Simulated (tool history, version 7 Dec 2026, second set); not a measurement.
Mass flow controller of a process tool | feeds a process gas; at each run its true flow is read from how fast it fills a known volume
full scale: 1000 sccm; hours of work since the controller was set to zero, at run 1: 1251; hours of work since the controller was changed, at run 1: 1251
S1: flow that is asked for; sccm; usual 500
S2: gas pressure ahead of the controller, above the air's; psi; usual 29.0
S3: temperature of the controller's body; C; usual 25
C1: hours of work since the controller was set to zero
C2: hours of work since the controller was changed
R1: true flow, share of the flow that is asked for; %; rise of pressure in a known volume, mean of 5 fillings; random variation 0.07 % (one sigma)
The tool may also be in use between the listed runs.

run,day,S1,S2,S3,C1,C2,R1
1,0.000,500,29.0,25,1251,1251,98.86
2,4.862,500,29.0,25,1287,1287,98.72
3,7.688,500,29.0,25,1308,1308,98.86
4,10.017,500,29.0,25,1325,1325,98.69
5,13.529,500,29.0,25,1350,1350,98.86
6,16.850,500,29.0,25,1375,1375,98.79
7,20.942,472,29.0,25,1405,1405,98.85
8,24.800,500,29.0,25,1433,1433,98.91
9,28.258,655,29.0,25,1458,1458,99.02
10,32.438,128,29.0,25,1489,1489,99.15
11,35.379,128,29.0,25,1510,1510,99.26
12,38.846,205,29.0,25,1536,1536,98.73
13,42.358,111,27.7,22,1561,1561,99.36
14,45.829,291,40.3,21,1587,1587,97.83
15,51.121,266,21.2,32,1625,1625,99.63
16,55.712,266,21.2,32,1659,1659,99.62
17,61.054,266,27.6,32,1698,1698,99.45

Some steps in R1 between neighbouring runs. How much of each would the tool show without its hidden state too (settings, what came in, random variation), and how much is left for the hidden state, with any gauge scatter that isn't in both results?
The hidden state here: flow at rest that the sensor doesn't see, % of full scale; true flow over the shown one, %; drift of the gauge itself on true_pct, %.
Run 9 -> 10: S1 655 -> 128. R1 +0.13 %: hidden state +1.39, all else -1.26.
Run 14 -> 15: S1 291 -> 266, S2 40.3 -> 21.2, S3 21 -> 32. R1 +1.80 %: hidden state +0.08, all else +1.72.

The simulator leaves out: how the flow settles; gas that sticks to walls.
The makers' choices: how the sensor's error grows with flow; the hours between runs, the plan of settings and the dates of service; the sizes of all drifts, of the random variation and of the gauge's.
